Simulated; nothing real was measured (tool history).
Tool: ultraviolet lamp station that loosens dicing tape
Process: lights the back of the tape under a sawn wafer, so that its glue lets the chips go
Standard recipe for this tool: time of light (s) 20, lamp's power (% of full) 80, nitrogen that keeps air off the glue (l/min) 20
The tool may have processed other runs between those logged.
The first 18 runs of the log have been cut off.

run      day  time of light (s)  lamp's power (% of full)  nitrogen that keeps air off the glue (l/min)  force that peels the tape off (N)  light that reached the tape (mJ/cm²)
 19   53.629                 20                        80                                            29                              0.371                                   246
 20   55.325                 16                        80                                            20                              0.815                                   196
 21   57.496                 20                        80                                            20                              0.545                                   240
 22   60.546                 20                        80                                            20                              0.529                                   233
 23   63.825                 14                        95                                            12                              1.296                                   189
      65.429  -- window cleaned of glue's vapour
 24   66.071                 23                        96                                            32                              0.191                                   376
 25   68.712                 23                        96                                            32                              0.191                                   357
 26    72.45                 25                        96                                            22                              0.207                                   383
 27    74.25                 14                        70                                            17                              1.411                                   156
 28   77.817                 14                        70                                            17                               1.42                                   147
 29   80.483                 16                        60                                            11                              2.017                                   141
 30   82.496                 32                        60                                            11                              0.607                                   279
 31   85.058                 32                        60                                            11                               0.61                                   280
 32   87.812                 32                        60                                            11                              0.688                                   270
 33    90.95                 32                        60                                            11                              0.714                                   261
 34   94.662                 24                        66                                            20                              0.729                                   211
 35   96.783                 20                        68                                            26                              0.828                                   176
      97.188  -- window cleaned of glue's vapour
 36    100.3                 12                        71                                            28                              1.455                                   127
 37  103.196                 38                        80                                            23                              0.181                                   439
 38  105.017                 29                        80                                             9                               0.49                                   335
 39  106.567                 29                        80                                             9                              0.517                                   330
 40   108.65                 20                        80                                            15                              0.744                                   223
 41  111.408                 31                        72                                            16                              0.373                                   305
 42  113.767                 20                        73                                            20                               0.83                                   196

Forecast each of these 4 alternatives for the next run:
  A  117.4                 40                        82                                             6                                  ?                                     ?
  B  117.4                 34                        73                                            20                                  ?                                     ?
  C  117.4                 20                        61                                             7                                  ?                                     ?
  D  117.4                 26                        84                                            15                                  ?                                     ?

run  force that peels the tape off (N)  light that reached the tape (mJ/cm²)
  A                              0.434                                   422
  B                              0.282                                   323
  C                              2.349                                   159
  D                              0.465                                   282
With the hidden condition removed and each run's random variation left untouched, the same runs would have given:
run  force that peels the tape off (N)  light that reached the tape (mJ/cm²)
  A                              0.225                                   609
  B                              0.178                                   464
  C                              1.359                                   229
  D                               0.23                                   406

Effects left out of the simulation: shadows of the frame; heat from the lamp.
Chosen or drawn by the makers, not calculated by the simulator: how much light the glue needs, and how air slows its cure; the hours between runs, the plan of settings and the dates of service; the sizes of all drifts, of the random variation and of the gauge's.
